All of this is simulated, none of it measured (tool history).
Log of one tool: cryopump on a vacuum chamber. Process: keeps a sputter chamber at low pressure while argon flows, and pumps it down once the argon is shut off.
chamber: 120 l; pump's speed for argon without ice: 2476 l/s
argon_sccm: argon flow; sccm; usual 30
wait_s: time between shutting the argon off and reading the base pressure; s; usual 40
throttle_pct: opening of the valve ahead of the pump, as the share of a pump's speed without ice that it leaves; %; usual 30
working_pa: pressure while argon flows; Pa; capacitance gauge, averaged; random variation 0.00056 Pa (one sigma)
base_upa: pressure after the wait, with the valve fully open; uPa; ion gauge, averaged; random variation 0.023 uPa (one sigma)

| run | hour | argon_sccm | wait_s | throttle_pct | working_pa | base_upa |
|---|---|---|---|---|---|---|
| 1 | 0.0 | 30 | 40 | 30 | 0.0725 | 0.87 |
| 2 | 102.0 | 30 | 40 | 30 | 0.0718 | 0.91 |
| 3 | 177.6 | 30 | 40 | 30 | 0.0734 | 0.93 |
| 4 | 230.5 | 30 | 40 | 30 | 0.0731 | 0.91 |
| 5 | 307.2 | 30 | 40 | 30 | 0.0735 | 0.92 |
| 6 | 356.5 | 30 | 40 | 30 | 0.0737 | 0.94 |
| 7 | 465.6 | 30 | 40 | 30 | 0.0754 | 0.94 |
| 8 | 563.2 | 30 | 40 | 30 | 0.0750 | 0.98 |
|  | 592.7 | pump warmed up, emptied and cooled again |
| 9 | 639.2 | 30 | 40 | 30 | 0.0676 | 0.89 |
| 10 | 747.4 | 30 | 40 | 30 | 0.0686 | 0.91 |
| 11 | 848.1 | 17 | 40 | 30 | 0.0394 | 0.89 |
| 12 | 932.0 | 17 | 40 | 30 | 0.0397 | 0.94 |
| 13 | 1047.4 | 17 | 40 | 30 | 0.0406 | 0.91 |
| 14 | 1102.3 | 30 | 40 | 30 | 0.0704 | 0.94 |
| 15 | 1193.5 | 30 | 40 | 30 | 0.0709 | 0.97 |
| 16 | 1285.1 | 30 | 40 | 30 | 0.0716 | 0.96 |
| 17 | 1335.2 | 30 | 40 | 30 | 0.0713 | 0.96 |
| 18 | 1398.4 | 25 | 55 | 30 | 0.0603 | 0.76 |
| 19 | 1467.1 | 15 | 41 | 16 | 0.0658 | 0.93 |
| 20 | 1566.2 | 13 | 28 | 27 | 0.0344 | 1.26 |
| 21 | 1627.3 | 17 | 28 | 50 | 0.0257 | 1.27 |
| 22 | 1740.1 | 17 | 28 | 50 | 0.0276 | 1.29 |
| 23 | 1840.5 | 53 | 43 | 30 | 0.1317 | 0.94 |
| 24 | 1912.3 | 17 | 58 | 18 | 0.0681 | 0.79 |
| 25 | 1992.5 | 22 | 29 | 18 | 0.0886 | 1.27 |
|  | 2006.2 | pump warmed up, emptied and cooled again |
| 26 | 2089.1 | 22 | 29 | 18 | 0.0840 | 1.17 |
| 27 | 2152.3 | 43 | 40 | 30 | 0.0995 | 0.95 |
| 28 | 2210.4 | 56 | 160 | 31 | 0.1254 | 0.47 |
| 29 | 2267.4 | 37 | 117 | 29 | 0.0882 | 0.50 |
| 30 | 2317.0 | 56 | 108 | 21 | 0.1856 | 0.54 |
| 31 | 2368.1 | 27 | 82 | 29 | 0.0657 | 0.61 |
| 32 | 2440.8 | 18 | 147 | 18 | 0.0689 | 0.48 |
| 33 | 2545.8 | 50 | 219 | 18 | 0.1935 | 0.46 |
| 34 | 2608.9 | 50 | 219 | 18 | 0.1955 | 0.45 |

Forecast each of these 3 alternatives for the next run:
| A | 2659.6 | 30 | 61 | 30 | ? | ? |
| B | 2659.6 | 50 | 219 | 51 | ? | ? |
| C | 2659.6 | 31 | 187 | 18 | ? | ? |

| run | working_pa | base_upa |
|---|---|---|
| A | 0.0715 | 0.73 |
| B | 0.0720 | 0.44 |
| C | 0.1215 | 0.47 |
Without the tool's hidden state the same runs would have given:
| run | working_pa | base_upa |
|---|---|---|
| A | 0.0683 | 0.53 |
| B | 0.0667 | 0.24 |
| C | 0.1182 | 0.27 |
